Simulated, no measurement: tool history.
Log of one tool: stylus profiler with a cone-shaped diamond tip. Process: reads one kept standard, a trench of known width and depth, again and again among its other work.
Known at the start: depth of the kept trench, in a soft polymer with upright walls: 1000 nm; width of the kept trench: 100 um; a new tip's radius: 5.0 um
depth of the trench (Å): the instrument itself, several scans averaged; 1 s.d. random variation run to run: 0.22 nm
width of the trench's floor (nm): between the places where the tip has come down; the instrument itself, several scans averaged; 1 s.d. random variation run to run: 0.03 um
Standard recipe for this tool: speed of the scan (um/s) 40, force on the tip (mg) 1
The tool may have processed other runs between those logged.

run    day  speed of the scan (um/s)  force on the tip (mg)  depth of the trench (Å)  width of the trench's floor (nm)
  1      0                        40                      1                  10038.8                             93150
  2  0.738                        40                      1                    10038                             93200
  3  1.396                        24                      1                  10039.1                             93200
  4  1.971                        24                      1                    10039                             93230
  5  2.675                        24                      1                  10035.6                             93240
  6  3.304                        24                      1                  10035.4                             93210
  7  3.942                        40                      1                  10036.3                             93090
  8    4.4                        40                      1                  10038.9                             93120
  9  5.304                        59                   1.91                  10053.9                             93050
 10  6.225                        12                   0.35                  10014.9                             93140
 11  6.721                        23                      1                  10034.2                             93120
 12  7.696                        23                   0.37                  10019.5                             93010
 13  8.633                        43                   0.35                  10016.1                             92720

A few steps of width of the trench's floor (nm) between consecutive runs. Split each: what settings, incoming material and random variation would produce without the hidden state, and what is left over for the hidden state, along with gauge scatter present in only one of the two compared results (measured, and without hidden state):
Hidden state present: radius of the tip, um; height scale over the true one, %; drift of the gauge itself on depth_nm, %; drift of the gauge itself on floor_um, %.
Run 8 -> 9: speed of the scan (um/s) 40 -> 59, force on the tip (mg) 1 -> 1.91. width of the trench's floor (nm) -70: hidden state -40, all else -30.
Run 12 -> 13: speed of the scan (um/s) 23 -> 43, force on the tip (mg) 0.37 -> 0.35. width of the trench's floor (nm) -290: hidden state -30, all else -260.

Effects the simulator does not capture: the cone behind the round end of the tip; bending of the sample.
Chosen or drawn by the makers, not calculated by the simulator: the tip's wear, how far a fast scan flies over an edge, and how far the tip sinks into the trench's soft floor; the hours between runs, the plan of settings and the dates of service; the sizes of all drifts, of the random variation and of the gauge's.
